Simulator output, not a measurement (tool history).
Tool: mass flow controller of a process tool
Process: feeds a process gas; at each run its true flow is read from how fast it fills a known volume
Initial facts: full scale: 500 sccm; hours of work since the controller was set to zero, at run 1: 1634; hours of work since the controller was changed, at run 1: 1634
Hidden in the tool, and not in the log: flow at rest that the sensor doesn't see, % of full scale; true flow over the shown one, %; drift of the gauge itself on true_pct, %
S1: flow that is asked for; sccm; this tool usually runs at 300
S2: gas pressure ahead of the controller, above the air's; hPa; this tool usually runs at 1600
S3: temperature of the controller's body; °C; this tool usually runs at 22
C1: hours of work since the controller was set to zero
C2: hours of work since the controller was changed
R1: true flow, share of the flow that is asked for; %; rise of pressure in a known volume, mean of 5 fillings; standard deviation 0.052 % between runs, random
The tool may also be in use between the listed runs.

{"run": 1, "hour": 0.0, "S1": 300, "S2": 1600, "S3": 22, "C1": 1634, "C2": 1634, "R1": 100.06}
{"run": 2, "hour": 69.0, "S1": 300, "S2": 1600, "S3": 22, "C1": 1657, "C2": 1657, "R1": 100.14}
{"run": 3, "hour": 156.8, "S1": 300, "S2": 1600, "S3": 22, "C1": 1686, "C2": 1686, "R1": 100.18}
{"run": 4, "hour": 249.9, "S1": 300, "S2": 1600, "S3": 22, "C1": 1718, "C2": 1718, "R1": 100.19}
{"run": 5, "hour": 345.2, "S1": 300, "S2": 1600, "S3": 22, "C1": 1749, "C2": 1749, "R1": 100.16}
{"run": 6, "hour": 400.6, "S1": 300, "S2": 1670, "S3": 22, "C1": 1768, "C2": 1768, "R1": 100.21}
{"run": 7, "hour": 507.0, "S1": 300, "S2": 1650, "S3": 22, "C1": 1804, "C2": 1804, "R1": 100.11}
{"run": 8, "hour": 619.7, "S1": 300, "S2": 1600, "S3": 28, "C1": 1842, "C2": 1842, "R1": 99.95}
{"run": 9, "hour": 706.4, "S1": 300, "S2": 1600, "S3": 28, "C1": 1871, "C2": 1871, "R1": 99.89}
{"run": 10, "hour": 774.5, "S1": 300, "S2": 1600, "S3": 28, "C1": 1893, "C2": 1893, "R1": 99.95}
{"run": 11, "hour": 871.5, "S1": 300, "S2": 1600, "S3": 22, "C1": 1926, "C2": 1926, "R1": 100.22}
{"run": 12, "hour": 928.5, "S1": 300, "S2": 1600, "S3": 22, "C1": 1945, "C2": 1945, "R1": 100.17}
{"run": 13, "hour": 986.3, "S1": 300, "S2": 1600, "S3": 22, "C1": 1964, "C2": 1964, "R1": 100.25}
{"hour": 997.3, "done": "controller's zero set anew"}
{"run": 14, "hour": 1085.1, "S1": 300, "S2": 2260, "S3": 22, "C1": 29, "C2": 1997, "R1": 100.45}
{"run": 15, "hour": 1190.0, "S1": 300, "S2": 2260, "S3": 22, "C1": 65, "C2": 2033, "R1": 100.54}
{"run": 16, "hour": 1245.6, "S1": 300, "S2": 1600, "S3": 36, "C1": 83, "C2": 2051, "R1": 99.81}
{"run": 17, "hour": 1361.1, "S1": 300, "S2": 1600, "S3": 36, "C1": 122, "C2": 2090, "R1": 99.78}
{"run": 18, "hour": 1427.5, "S1": 300, "S2": 1600, "S3": 36, "C1": 144, "C2": 2112, "R1": 99.88}
{"hour": 1496.9, "done": "controller's zero set anew, once more"}
{"run": 19, "hour": 1497.6, "S1": 300, "S2": 1600, "S3": 22, "C1": 0, "C2": 2136, "R1": 99.77}
{"run": 20, "hour": 1618.1, "S1": 300, "S2": 1980, "S3": 22, "C1": 41, "C2": 2176, "R1": 99.87}
{"run": 21, "hour": 1703.0, "S1": 300, "S2": 1980, "S3": 22, "C1": 69, "C2": 2204, "R1": 99.85}
{"run": 22, "hour": 1755.0, "S1": 300, "S2": 1980, "S3": 22, "C1": 87, "C2": 2222, "R1": 99.79}
{"run": 23, "hour": 1873.0, "S1": 99, "S2": 1980, "S3": 22, "C1": 126, "C2": 2261, "R1": 99.74}
{"run": 24, "hour": 1938.6, "S1": 99, "S2": 1980, "S3": 40, "C1": 148, "C2": 2283, "R1": 99.05}
{"run": 25, "hour": 2043.8, "S1": 99, "S2": 1980, "S3": 40, "C1": 183, "C2": 2319, "R1": 99.05}
{"run": 26, "hour": 2129.9, "S1": 300, "S2": 2190, "S3": 24, "C1": 212, "C2": 2348, "R1": 99.86}
{"run": 27, "hour": 2180.7, "S1": 300, "S2": 2190, "S3": 24, "C1": 229, "C2": 2365, "R1": 99.81}
{"run": 28, "hour": 2257.2, "S1": 300, "S2": 2190, "S3": 24, "C1": 255, "C2": 2390, "R1": 99.83}
{"run": 29, "hour": 2357.3, "S1": 385, "S2": 2190, "S3": 24, "C1": 289, "C2": 2424, "R1": 99.97}
{"run": 30, "hour": 2420.9, "S1": 100, "S2": 2570, "S3": 35, "C1": 310, "C2": 2445, "R1": 99.46}
{"run": 31, "hour": 2515.0, "S1": 100, "S2": 1810, "S3": 27, "C1": 341, "C2": 2477, "R1": 99.67}
{"run": 32, "hour": 2630.8, "S1": 300, "S2": 1450, "S3": 35, "C1": 380, "C2": 2516, "R1": 99.22}
{"run": 33, "hour": 2700.2, "S1": 97, "S2": 2560, "S3": 23, "C1": 404, "C2": 2539, "R1": 99.96}
{"run": 34, "hour": 2787.5, "S1": 300, "S2": 2560, "S3": 33, "C1": 433, "C2": 2568, "R1": 99.64}
{"run": 35, "hour": 2880.4, "S1": 300, "S2": 1670, "S3": 30, "C1": 464, "C2": 2599, "R1": 99.55}
{"run": 36, "hour": 2932.4, "S1": 302, "S2": 1670, "S3": 30, "C1": 481, "C2": 2617, "R1": 99.49}
{"run": 37, "hour": 3035.5, "S1": 302, "S2": 1670, "S3": 30, "C1": 516, "C2": 2651, "R1": 99.55}
{"run": 38, "hour": 3135.9, "S1": 302, "S2": 1670, "S3": 30, "C1": 550, "C2": 2685, "R1": 99.48}
{"run": 39, "hour": 3214.4, "S1": 345, "S2": 1670, "S3": 30, "C1": 576, "C2": 2711, "R1": 99.54}
{"run": 40, "hour": 3281.1, "S1": 345, "S2": 1670, "S3": 30, "C1": 598, "C2": 2734, "R1": 99.57}
{"run": 41, "hour": 3387.8, "S1": 345, "S2": 1670, "S3": 30, "C1": 634, "C2": 2769, "R1": 99.45}
{"run": 42, "hour": 3461.0, "S1": 345, "S2": 1670, "S3": 30, "C1": 659, "C2": 2794, "R1": 99.57}
{"run": 43, "hour": 3564.5, "S1": 345, "S2": 1670, "S3": 30, "C1": 693, "C2": 2829, "R1": 99.5}
{"run": 44, "hour": 3657.4, "S1": 250, "S2": 1670, "S3": 30, "C1": 724, "C2": 2860, "R1": 99.48}
{"run": 45, "hour": 3782.2, "S1": 102, "S2": 2100, "S3": 21, "C1": 766, "C2": 2902, "R1": 100.17}
{"run": 46, "hour": 3907.7, "S1": 487, "S2": 1680, "S3": 39, "C1": 808, "C2": 2944, "R1": 99.27}
{"run": 47, "hour": 4021.0, "S1": 104, "S2": 1510, "S3": 23, "C1": 846, "C2": 2982, "R1": 99.93}

Describe how what the log doesn't record of the tool's condition differs between the last listed run preceding each entry between runs and the first listed run following it.
Logged between run 13 and run 14: controller's zero set anew (hour 997.3)
  flow at rest that the sensor doesn't see, % of full scale: 0.279 -> 0.38
  measured minus no-state result, R1: +0.35 -> +0.51 %
Logged between run 18 and run 19: controller's zero set anew, once more (hour 1496.9)
  flow at rest that the sensor doesn't see, % of full scale: 0.394 -> 0.021
  measured minus no-state result, R1: +0.52 -> -0.10 %

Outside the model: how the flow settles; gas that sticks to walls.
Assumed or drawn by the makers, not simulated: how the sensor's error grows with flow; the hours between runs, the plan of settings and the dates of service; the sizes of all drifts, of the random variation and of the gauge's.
